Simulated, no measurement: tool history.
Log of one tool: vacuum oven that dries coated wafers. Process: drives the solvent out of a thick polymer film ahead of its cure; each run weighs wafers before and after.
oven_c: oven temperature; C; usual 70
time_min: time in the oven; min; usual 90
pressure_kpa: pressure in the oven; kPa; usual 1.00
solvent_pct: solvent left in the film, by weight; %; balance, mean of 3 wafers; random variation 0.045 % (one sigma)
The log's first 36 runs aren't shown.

{"run": 37, "hour": 2447.6, "oven_c": 78, "time_min": 90, "pressure_kpa": 1.87, "solvent_pct": 1.74}
{"run": 38, "hour": 2541.1, "oven_c": 68, "time_min": 108, "pressure_kpa": 1.95, "solvent_pct": 3.67}
{"run": 39, "hour": 2580.4, "oven_c": 68, "time_min": 108, "pressure_kpa": 1.95, "solvent_pct": 3.7}
{"run": 40, "hour": 2634.2, "oven_c": 77, "time_min": 90, "pressure_kpa": 2.92, "solvent_pct": 2.56}
{"run": 41, "hour": 2724.3, "oven_c": 70, "time_min": 90, "pressure_kpa": 0.91, "solvent_pct": 2.86}
{"run": 42, "hour": 2795.3, "oven_c": 81, "time_min": 123, "pressure_kpa": 0.9, "solvent_pct": 0.78}
{"run": 43, "hour": 2880.9, "oven_c": 81, "time_min": 123, "pressure_kpa": 0.9, "solvent_pct": 0.82}
{"run": 44, "hour": 2956.6, "oven_c": 81, "time_min": 123, "pressure_kpa": 0.9, "solvent_pct": 0.89}
{"run": 45, "hour": 3018.4, "oven_c": 81, "time_min": 79, "pressure_kpa": 0.58, "solvent_pct": 0.9}
{"run": 46, "hour": 3102.4, "oven_c": 81, "time_min": 79, "pressure_kpa": 0.58, "solvent_pct": 0.79}

3 ways to go on from here, each from the tool as it stands after run 46. What would each give?
{"run": "A", "hour": 3169.8, "oven_c": 76, "time_min": 90, "pressure_kpa": 1.0, "solvent_pct": "?"}
{"run": "B", "hour": 3169.8, "oven_c": 63, "time_min": 114, "pressure_kpa": 1.91, "solvent_pct": "?"}
{"run": "C", "hour": 3169.8, "oven_c": 62, "time_min": 66, "pressure_kpa": 1.0, "solvent_pct": "?"}

run=A solvent_pct=1.64
run=B solvent_pct=5.47
run=C solvent_pct=7.41
Without the tool's hidden state the same runs would have given:
run=A solvent_pct=1.02
run=B solvent_pct=4.39
run=C solvent_pct=6.45

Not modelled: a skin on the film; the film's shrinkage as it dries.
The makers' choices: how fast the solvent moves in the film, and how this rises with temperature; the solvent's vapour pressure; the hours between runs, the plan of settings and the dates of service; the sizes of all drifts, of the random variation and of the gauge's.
